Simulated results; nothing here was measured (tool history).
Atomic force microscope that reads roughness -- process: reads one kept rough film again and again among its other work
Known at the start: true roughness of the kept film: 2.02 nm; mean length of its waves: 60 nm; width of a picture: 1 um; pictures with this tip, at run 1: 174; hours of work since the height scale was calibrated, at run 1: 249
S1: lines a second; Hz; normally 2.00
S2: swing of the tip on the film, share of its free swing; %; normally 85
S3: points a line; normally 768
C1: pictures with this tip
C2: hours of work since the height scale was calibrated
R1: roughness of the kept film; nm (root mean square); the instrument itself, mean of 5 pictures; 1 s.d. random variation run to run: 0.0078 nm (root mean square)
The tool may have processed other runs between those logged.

run 1 hour=0.0 | S1=2.00 S2=85 S3=768 | C1=174 C2=249 | R1=1.601
run 2 hour=9.1 | S1=2.00 S2=85 S3=768 | C1=181 C2=253 | R1=1.598
run 3 hour=16.6 | S1=2.00 S2=85 S3=768 | C1=186 C2=256 | R1=1.591
run 4 hour=29.1 | S1=2.00 S2=85 S3=768 | C1=195 C2=261 | R1=1.589
run 5 hour=41.8 | S1=2.00 S2=85 S3=768 | C1=204 C2=266 | R1=1.592
run 6 hour=53.0 | S1=2.00 S2=83 S3=768 | C1=212 C2=270 | R1=1.605
run 7 hour=66.2 | S1=1.99 S2=85 S3=768 | C1=222 C2=276 | R1=1.579
run 8 hour=75.5 | S1=1.99 S2=82 S3=768 | C1=229 C2=279 | R1=1.616
run 9 hour=91.2 | S1=2.00 S2=67 S3=768 | C1=240 C2=286 | R1=1.741
run 10 hour=103.7 | S1=2.00 S2=67 S3=768 | C1=249 C2=291 | R1=1.731
run 11 hour=115.8 | S1=2.00 S2=85 S3=768 | C1=258 C2=296 | R1=1.559
run 12 hour=128.8 | S1=2.00 S2=85 S3=768 | C1=267 C2=301 | R1=1.553
run 13 hour=135.4 | S1=2.00 S2=85 S3=768 | C1=272 C2=303 | R1=1.570
run 14 hour=142.8 | S1=2.00 S2=85 S3=737 | C1=277 C2=306 | R1=1.567
run 15 hour=152.9 | S1=2.00 S2=85 S3=737 | C1=285 C2=311 | R1=1.554
run 16 hour=161.9 | S1=2.00 S2=85 S3=737 | C1=291 C2=314 | R1=1.569
run 17 hour=170.6 | S1=2.00 S2=85 S3=768 | C1=297 C2=318 | R1=1.561
run 18 hour=179.9 | S1=2.00 S2=85 S3=768 | C1=304 C2=321 | R1=1.545
run 19 hour=195.7 | S1=2.00 S2=85 S3=768 | C1=316 C2=328 | R1=1.546
run 20 hour=204.7 | S1=2.00 S2=85 S3=768 | C1=322 C2=331 | R1=1.544
run 21 hour=218.7 | S1=2.00 S2=56 S3=768 | C1=332 C2=337 | R1=1.755
run 22 hour=229.9 | S1=2.00 S2=56 S3=768 | C1=340 C2=342 | R1=1.771
run 23 hour=244.7 | S1=3.67 S2=56 S3=768 | C1=351 C2=348 | R1=1.706
-- hour=247.0 height scale calibrated on a step standard
-- hour=256.2 new tip fitted
run 24 hour=257.1 | S1=3.67 S2=56 S3=768 | C1=1 C2=4 | R1=1.835
run 25 hour=266.8 | S1=3.67 S2=56 S3=768 | C1=8 C2=8 | R1=1.831
run 26 hour=278.8 | S1=2.00 S2=85 S3=768 | C1=17 C2=13 | R1=1.641
run 27 hour=294.9 | S1=2.00 S2=85 S3=768 | C1=28 C2=19 | R1=1.653
run 28 hour=308.5 | S1=2.59 S2=70 S3=375 | C1=38 C2=25 | R1=1.752
run 29 hour=322.3 | S1=2.00 S2=74 S3=329 | C1=48 C2=30 | R1=1.748
-- hour=324.8 height scale calibrated on a step standard, once more
run 30 hour=333.8 | S1=2.00 S2=74 S3=329 | C1=56 C2=4 | R1=1.781
run 31 hour=346.4 | S1=2.00 S2=84 S3=657 | C1=65 C2=9 | R1=1.650
run 32 hour=358.6 | S1=2.00 S2=84 S3=657 | C1=74 C2=14 | R1=1.651
run 33 hour=371.4 | S1=0.96 S2=59 S3=529 | C1=83 C2=19 | R1=1.901
run 34 hour=381.7 | S1=0.96 S2=59 S3=529 | C1=90 C2=23 | R1=1.881
run 35 hour=392.6 | S1=2.15 S2=80 S3=529 | C1=98 C2=27 | R1=1.683
run 36 hour=406.5 | S1=0.99 S2=85 S3=935 | C1=108 C2=33 | R1=1.765
run 37 hour=418.5 | S1=0.99 S2=85 S3=935 | C1=117 C2=38 | R1=1.752
run 38 hour=426.2 | S1=0.74 S2=85 S3=857 | C1=122 C2=41 | R1=1.798
run 39 hour=437.5 | S1=0.74 S2=85 S3=857 | C1=131 C2=45 | R1=1.791
run 40 hour=444.7 | S1=0.74 S2=85 S3=857 | C1=136 C2=48 | R1=1.804
run 41 hour=461.2 | S1=0.74 S2=85 S3=857 | C1=148 C2=55 | R1=1.797
run 42 hour=475.4 | S1=0.59 S2=85 S3=423 | C1=158 C2=61 | R1=1.798
run 43 hour=488.7 | S1=0.75 S2=76 S3=372 | C1=168 C2=66 | R1=1.820
run 44 hour=496.8 | S1=2.00 S2=62 S3=472 | C1=173 C2=69 | R1=1.812
run 45 hour=506.4 | S1=2.00 S2=62 S3=472 | C1=180 C2=73 | R1=1.814
run 46 hour=513.5 | S1=2.00 S2=62 S3=472 | C1=185 C2=76 | R1=1.797
run 47 hour=525.4 | S1=2.00 S2=62 S3=472 | C1=194 C2=81 | R1=1.794
run 48 hour=539.5 | S1=2.00 S2=62 S3=472 | C1=204 C2=87 | R1=1.794
run 49 hour=553.9 | S1=2.14 S2=70 S3=759 | C1=215 C2=92 | R1=1.714
run 50 hour=568.8 | S1=2.14 S2=70 S3=759 | C1=225 C2=99 | R1=1.726
run 51 hour=580.6 | S1=2.00 S2=64 S3=768 | C1=234 C2=103 | R1=1.769
run 52 hour=587.6 | S1=2.00 S2=64 S3=768 | C1=239 C2=106 | R1=1.761
run 53 hour=597.7 | S1=2.00 S2=66 S3=565 | C1=246 C2=110 | R1=1.743
run 54 hour=608.1 | S1=2.00 S2=66 S3=565 | C1=254 C2=114 | R1=1.748

Branching from run 54: 3 alternative next runs. What would each branch give?
run A hour=621.8 | S1=2.00 S2=66 S3=768 | C1=264 C2=120 | R1=?
run B hour=621.8 | S1=1.51 S2=80 S3=423 | C1=264 C2=120 | R1=?
run C hour=621.8 | S1=2.00 S2=76 S3=565 | C1=264 C2=120 | R1=?

run=A R1=1.735
run=B R1=1.681
run=C R1=1.656
Take away the tool's hidden state, keep each run's random variation, and the runs would have read:
run=A R1=1.846
run=B R1=1.789
run=C R1=1.763
